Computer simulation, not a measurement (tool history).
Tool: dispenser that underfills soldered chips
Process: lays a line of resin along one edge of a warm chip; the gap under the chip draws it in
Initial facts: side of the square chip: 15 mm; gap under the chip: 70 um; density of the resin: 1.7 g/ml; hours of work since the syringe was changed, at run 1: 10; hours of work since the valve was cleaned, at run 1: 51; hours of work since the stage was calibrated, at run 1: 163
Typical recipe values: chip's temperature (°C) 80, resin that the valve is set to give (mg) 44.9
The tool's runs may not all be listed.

run    day  chip's temperature (°C)  resin that the valve is set to give (mg)  hours of work since the syringe was changed  hours of work since the valve was cleaned  hours of work since the stage was calibrated  time until the resin shows at the far edge (s)  resin that the valve gave (mg)
  1      0                       80                                      44.9                                           10                                         51                                           163                                             488                              44
     0.096  -- new syringe of resin
  2    0.2                       94                                      44.9                                            2                                         55                                           166                                           147.5                           44.14
  3  0.475                       80                                      44.9                                            7                                         60                                           171                                           400.3                           43.89
  4  0.604                       80                                      44.9                                            9                                         62                                           173                                           458.8                           43.77
     0.729  -- new syringe of resin
  5  0.783                       80                                      44.9                                            1                                         65                                           176                                           281.8                           43.98
  6  0.988                       80                                      44.9                                            5                                         69                                           180                                             359                           43.61
  7  1.142                       80                                      44.9                                            7                                         72                                           183                                           422.3                           43.79
  8  1.283                       80                                      44.9                                           10                                         74                                           185                                           487.1                           43.45
     1.383  -- new syringe of resin
  9  1.554                       80                                      44.9                                            3                                         79                                           190                                           326.5                           43.38
 10  1.742                       80                                      44.9                                            6                                         82                                           193                                           406.8                           43.72
 11    1.9                       80                                        44                                            9                                         85                                           196                                           476.7                           43.01
     2.012  -- new syringe of resin
 12  2.067                       80                                        44                                            1                                         88                                           199                                           294.3                           42.67
 13  2.246                       80                                      56.1                                            4                                         91                                           202                                             357                           54.19
 14  2.533                       80                                      56.1                                            9                                         96                                           207                                           482.4                           54.22
     2.654  -- new syringe of resin
 15  2.754                       80                                      44.9                                            2                                        100                                           211                                           311.9                           43.46
 16  2.896                       80                                      44.9                                            4                                        103                                           214                                           358.5                           43.11
 17  3.167                       80                                      44.9                                            9                                        107                                           218                                           482.2                           43.44
     3.292  -- new syringe of resin
 18  3.433                       80                                      44.9                                            3                                        112                                           223                                           325.8                           42.79
     3.675  -- dispensing valve cleaned and set on the balance
 19  3.704                       83                                      39.8                                            7                                          1                                           227                                           348.9                           39.78
 20  3.946                       79                                      53.8                                           11                                          5                                           232                                           551.8                            53.3
     3.979  -- new syringe of resin
 21  4.246                       67                                      39.4                                            5                                         10                                           237                                           749.4                           39.47
 22  4.412                       67                                      39.4                                            8                                         13                                           240                                           883.5                           39.12
 23  4.542                       73                                      49.3                                           10                                         15                                           242                                           718.2                           49.12
     4.608  -- new syringe of resin
 24  4.808                       79                                      49.3                                            4                                         20                                           247                                           351.6                           49.05
 25  5.067                       71                                      50.3                                            8                                         25                                           251                                           734.1                           49.96
     5.254  -- new syringe of resin
 26  5.308                       85                                      39.2                                            1                                         29                                           255                                           233.6                           38.66
 27  5.542                       85                                      40.6                                            5                                         33                                           260                                           305.7                           39.97
 28  5.788                       84                                      48.5                                           10                                         37                                           264                                           398.1                              48
     5.892  -- new syringe of resin
 29  6.104                       86                                      53.4                                            4                                         43                                           270                                           256.7                           52.38
 30  6.375                       78                                      51.7                                            9                                         48                                           274                                           526.5                           51.33
     6.546  -- new syringe of resin
 31  6.546                       70                                      57.8                                            0                                         51                                           277                                           484.5                           57.21
 32  6.846                       70                                      57.8                                            5                                         56                                           283                                             659                           56.55
 33  7.008                       73                                      43.9                                            8                                         59                                           286                                           677.8                           43.21
 34  7.142                       73                                      43.9                                           11                                         61                                           288                                           785.2                           43.03
       7.2  -- new syringe of resin
 35  7.279                       69                                      49.6                                            1                                         64                                           290                                           558.6                           48.78
 36  7.454                       88                                      45.9                                            5                                         67                                           293                                           243.8                              45

3 ways to go on from here, each from the tool as it stands after run 36. What would each give?
  A  7.696                       79                                        57                                            9                                         71                                           298                                               ?                               ?
  B  7.696                       94                                      49.8                                            9                                         71                                           298                                               ?                               ?
  C  7.696                       73                                      43.4                                            9                                         71                                           298                                               ?                               ?

run  time until the resin shows at the far edge (s)  resin that the valve gave (mg)
  A                                           503.7                           55.62
  B                                           233.3                           49.02
  C                                           699.9                           42.17
What these runs would have given with no unlogged condition in the tool:
run  time until the resin shows at the far edge (s)  resin that the valve gave (mg)
  A                                           267.6                           57.04
  B                                           124.6                           50.28
  C                                           369.2                           43.25
